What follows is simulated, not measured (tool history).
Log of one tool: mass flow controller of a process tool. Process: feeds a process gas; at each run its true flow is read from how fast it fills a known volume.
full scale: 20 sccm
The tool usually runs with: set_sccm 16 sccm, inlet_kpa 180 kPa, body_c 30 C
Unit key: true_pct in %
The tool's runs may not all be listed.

run    hour  set_sccm  inlet_kpa  body_c  true_pct
  1     0.0        16        180      30     99.14
  2   122.5        16        180      30     99.21
  3   257.5        16        180      30     99.13
  4   324.3        16        180      30     99.10
  5   402.3        16        225      30     99.33
  6   536.5        16        225      30     99.08
  7   654.8        16        225      30     98.95
  8   728.4        16        180      30     98.82
  9   833.2        16        180      33     98.54
 10   946.6        16        180      33     98.55
 11  1058.6        16        180      25     98.93
 12  1190.5        18        148      30     98.59
 13  1263.5        18        148      30     98.66
     1352.7  -- gauge calibrated
 14  1416.6         3        180      30     97.89
 15  1546.8        10        180      20     99.17
 16  1628.3         3        276      20     98.87
 17  1732.8        12        276      21     99.59
 18  1837.2         3        175      25     97.87
 19  1989.9        11        172      36     97.94

3 options for the next run, each taken on its own from the tool as it stands now. Forecast them:
  A  2088.2        19        172      36         ?
  B  2088.2         4        167      36         ?
  C  2088.2         4        230      25         ?

run  true_pct
  A     98.74
  B     97.19
  C     98.35
Take away the tool's hidden state, keep each run's random variation, and the runs would have read:
run  true_pct
  A     99.07
  B     97.52
  C     98.68
